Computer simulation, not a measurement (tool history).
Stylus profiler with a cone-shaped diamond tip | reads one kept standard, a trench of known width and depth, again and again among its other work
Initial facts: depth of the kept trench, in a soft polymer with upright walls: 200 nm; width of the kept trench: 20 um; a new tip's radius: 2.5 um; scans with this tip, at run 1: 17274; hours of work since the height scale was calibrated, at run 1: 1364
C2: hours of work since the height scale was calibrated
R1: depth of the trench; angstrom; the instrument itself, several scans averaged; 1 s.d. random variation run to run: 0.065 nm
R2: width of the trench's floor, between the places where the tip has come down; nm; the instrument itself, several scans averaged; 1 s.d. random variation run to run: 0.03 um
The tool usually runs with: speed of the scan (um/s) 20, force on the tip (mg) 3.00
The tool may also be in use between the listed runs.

run 1 hour=0.0 | speed_of_the_scan_(um/s)=20 force_on_the_tip_(mg)=3.00 | scans_with_this_tip=17274 C2=1364 | R1=2044.0 R2=17210
run 2 hour=17.8 | speed_of_the_scan_(um/s)=20 force_on_the_tip_(mg)=3.00 | scans_with_this_tip=17440 C2=1377 | R1=2043.8 R2=17170
run 3 hour=26.7 | speed_of_the_scan_(um/s)=20 force_on_the_tip_(mg)=3.00 | scans_with_this_tip=17523 C2=1383 | R1=2045.3 R2=17200
run 4 hour=44.6 | speed_of_the_scan_(um/s)=20 force_on_the_tip_(mg)=3.00 | scans_with_this_tip=17690 C2=1397 | R1=2046.0 R2=17200
run 5 hour=62.4 | speed_of_the_scan_(um/s)=20 force_on_the_tip_(mg)=3.00 | scans_with_this_tip=17856 C2=1410 | R1=2045.4 R2=17230
run 6 hour=75.0 | speed_of_the_scan_(um/s)=20 force_on_the_tip_(mg)=3.00 | scans_with_this_tip=17973 C2=1419 | R1=2044.8 R2=17150
run 7 hour=90.6 | speed_of_the_scan_(um/s)=20 force_on_the_tip_(mg)=3.00 | scans_with_this_tip=18119 C2=1431 | R1=2045.7 R2=17170
run 8 hour=107.7 | speed_of_the_scan_(um/s)=20 force_on_the_tip_(mg)=3.00 | scans_with_this_tip=18278 C2=1443 | R1=2044.7 R2=17170
run 9 hour=122.5 | speed_of_the_scan_(um/s)=20 force_on_the_tip_(mg)=3.00 | scans_with_this_tip=18417 C2=1454 | R1=2044.7 R2=17230
run 10 hour=136.6 | speed_of_the_scan_(um/s)=20 force_on_the_tip_(mg)=3.00 | scans_with_this_tip=18548 C2=1464 | R1=2046.0 R2=17180
run 11 hour=152.3 | speed_of_the_scan_(um/s)=20 force_on_the_tip_(mg)=3.00 | scans_with_this_tip=18694 C2=1476 | R1=2044.2 R2=17200
run 12 hour=160.6 | speed_of_the_scan_(um/s)=20 force_on_the_tip_(mg)=8.21 | scans_with_this_tip=18772 C2=1482 | R1=2083.2 R2=17150
run 13 hour=175.9 | speed_of_the_scan_(um/s)=20 force_on_the_tip_(mg)=3.00 | scans_with_this_tip=18914 C2=1493 | R1=2044.9 R2=17170
run 14 hour=187.0 | speed_of_the_scan_(um/s)=20 force_on_the_tip_(mg)=3.00 | scans_with_this_tip=19019 C2=1502 | R1=2044.9 R2=17200
run 15 hour=195.6 | speed_of_the_scan_(um/s)=20 force_on_the_tip_(mg)=3.00 | scans_with_this_tip=19099 C2=1508 | R1=2044.8 R2=17160
run 16 hour=208.3 | speed_of_the_scan_(um/s)=20 force_on_the_tip_(mg)=3.00 | scans_with_this_tip=19217 C2=1517 | R1=2045.1 R2=17170
run 17 hour=216.3 | speed_of_the_scan_(um/s)=20 force_on_the_tip_(mg)=3.00 | scans_with_this_tip=19291 C2=1523 | R1=2044.8 R2=17130
-- hour=223.9 new tip fitted, height scale calibrated
run 18 hour=228.9 | speed_of_the_scan_(um/s)=16 force_on_the_tip_(mg)=3.00 | scans_with_this_tip=47 C2=4 | R1=2039.5 R2=17940
run 19 hour=244.8 | speed_of_the_scan_(um/s)=16 force_on_the_tip_(mg)=4.85 | scans_with_this_tip=194 C2=15 | R1=2055.2 R2=17980
run 20 hour=255.9 | speed_of_the_scan_(um/s)=16 force_on_the_tip_(mg)=4.85 | scans_with_this_tip=298 C2=24 | R1=2055.2 R2=17970
run 21 hour=265.1 | speed_of_the_scan_(um/s)=16 force_on_the_tip_(mg)=1.60 | scans_with_this_tip=384 C2=30 | R1=2024.5 R2=18000
run 22 hour=276.6 | speed_of_the_scan_(um/s)=16 force_on_the_tip_(mg)=1.60 | scans_with_this_tip=491 C2=39 | R1=2026.7 R2=17940
run 23 hour=285.8 | speed_of_the_scan_(um/s)=20 force_on_the_tip_(mg)=3.00 | scans_with_this_tip=577 C2=46 | R1=2039.4 R2=17920
run 24 hour=303.9 | speed_of_the_scan_(um/s)=20 force_on_the_tip_(mg)=5.28 | scans_with_this_tip=746 C2=59 | R1=2059.0 R2=17950
-- hour=305.8 height scale calibrated on a step standard
run 25 hour=315.7 | speed_of_the_scan_(um/s)=6 force_on_the_tip_(mg)=3.94 | scans_with_this_tip=851 C2=7 | R1=2048.6 R2=17950
run 26 hour=323.8 | speed_of_the_scan_(um/s)=6 force_on_the_tip_(mg)=3.94 | scans_with_this_tip=927 C2=13 | R1=2047.2 R2=17990
run 27 hour=340.6 | speed_of_the_scan_(um/s)=58 force_on_the_tip_(mg)=3.11 | scans_with_this_tip=1083 C2=26 | R1=2042.3 R2=17880
run 28 hour=352.0 | speed_of_the_scan_(um/s)=43 force_on_the_tip_(mg)=8.43 | scans_with_this_tip=1190 C2=34 | R1=2080.9 R2=17940
run 29 hour=361.4 | speed_of_the_scan_(um/s)=7 force_on_the_tip_(mg)=1.50 | scans_with_this_tip=1277 C2=41 | R1=2025.6 R2=17940
run 30 hour=379.4 | speed_of_the_scan_(um/s)=7 force_on_the_tip_(mg)=1.50 | scans_with_this_tip=1446 C2=54 | R1=2026.0 R2=17920
-- hour=386.3 height scale calibrated on a step standard, once more
run 31 hour=389.0 | speed_of_the_scan_(um/s)=6 force_on_the_tip_(mg)=1.21 | scans_with_this_tip=1530 C2=2 | R1=2021.7 R2=17910
run 32 hour=402.5 | speed_of_the_scan_(um/s)=38 force_on_the_tip_(mg)=6.29 | scans_with_this_tip=1657 C2=12 | R1=2064.5 R2=17890
run 33 hour=419.3 | speed_of_the_scan_(um/s)=20 force_on_the_tip_(mg)=2.13 | scans_with_this_tip=1813 C2=24 | R1=2030.7 R2=17860
run 34 hour=427.3 | speed_of_the_scan_(um/s)=16 force_on_the_tip_(mg)=1.04 | scans_with_this_tip=1888 C2=30 | R1=2019.3 R2=17860
run 35 hour=442.8 | speed_of_the_scan_(um/s)=16 force_on_the_tip_(mg)=2.76 | scans_with_this_tip=2032 C2=42 | R1=2036.7 R2=17910
run 36 hour=458.6 | speed_of_the_scan_(um/s)=30 force_on_the_tip_(mg)=3.86 | scans_with_this_tip=2180 C2=53 | R1=2046.7 R2=17860
run 37 hour=473.0 | speed_of_the_scan_(um/s)=5 force_on_the_tip_(mg)=4.20 | scans_with_this_tip=2314 C2=64 | R1=2049.9 R2=17900
run 38 hour=488.4 | speed_of_the_scan_(um/s)=11 force_on_the_tip_(mg)=4.20 | scans_with_this_tip=2458 C2=75 | R1=2050.6 R2=17840
run 39 hour=496.4 | speed_of_the_scan_(um/s)=12 force_on_the_tip_(mg)=1.08 | scans_with_this_tip=2532 C2=81 | R1=2019.3 R2=17940
run 40 hour=506.3 | speed_of_the_scan_(um/s)=29 force_on_the_tip_(mg)=1.75 | scans_with_this_tip=2625 C2=88 | R1=2027.0 R2=17830
run 41 hour=521.8 | speed_of_the_scan_(um/s)=10 force_on_the_tip_(mg)=1.75 | scans_with_this_tip=2769 C2=100 | R1=2027.1 R2=17810
run 42 hour=531.4 | speed_of_the_scan_(um/s)=5 force_on_the_tip_(mg)=5.27 | scans_with_this_tip=2859 C2=107 | R1=2057.8 R2=17890
run 43 hour=544.0 | speed_of_the_scan_(um/s)=23 force_on_the_tip_(mg)=1.59 | scans_with_this_tip=2977 C2=116 | R1=2024.8 R2=17840
run 44 hour=555.8 | speed_of_the_scan_(um/s)=8 force_on_the_tip_(mg)=4.08 | scans_with_this_tip=3086 C2=125 | R1=2048.4 R2=17840
run 45 hour=564.3 | speed_of_the_scan_(um/s)=31 force_on_the_tip_(mg)=1.91 | scans_with_this_tip=3166 C2=131 | R1=2029.5 R2=17790
run 46 hour=580.6 | speed_of_the_scan_(um/s)=40 force_on_the_tip_(mg)=3.76 | scans_with_this_tip=3317 C2=143 | R1=2046.6 R2=17780

Alternative continuations, all from the tool just after run 46; predict every row:
run A hour=589.7 | speed_of_the_scan_(um/s)=40 force_on_the_tip_(mg)=7.08 | scans_with_this_tip=3403 C2=150 | R1=? R2=?
run B hour=589.7 | speed_of_the_scan_(um/s)=30 force_on_the_tip_(mg)=6.17 | scans_with_this_tip=3403 C2=150 | R1=? R2=?
run C hour=589.7 | speed_of_the_scan_(um/s)=13 force_on_the_tip_(mg)=1.81 | scans_with_this_tip=3403 C2=150 | R1=? R2=?
run D hour=589.7 | speed_of_the_scan_(um/s)=40 force_on_the_tip_(mg)=8.20 | scans_with_this_tip=3403 C2=150 | R1=? R2=?

run=A R1=2072.2 R2=17810
run=B R1=2065.0 R2=17800
run=C R1=2028.1 R2=17880
run=D R1=2077.4 R2=17810
Take away the tool's hidden state, keep each run's random variation, and the runs would have read:
run=A R1=2072.0 R2=18010
run=B R1=2064.9 R2=18000
run=C R1=2028.0 R2=18080
run=D R1=2077.2 R2=18010

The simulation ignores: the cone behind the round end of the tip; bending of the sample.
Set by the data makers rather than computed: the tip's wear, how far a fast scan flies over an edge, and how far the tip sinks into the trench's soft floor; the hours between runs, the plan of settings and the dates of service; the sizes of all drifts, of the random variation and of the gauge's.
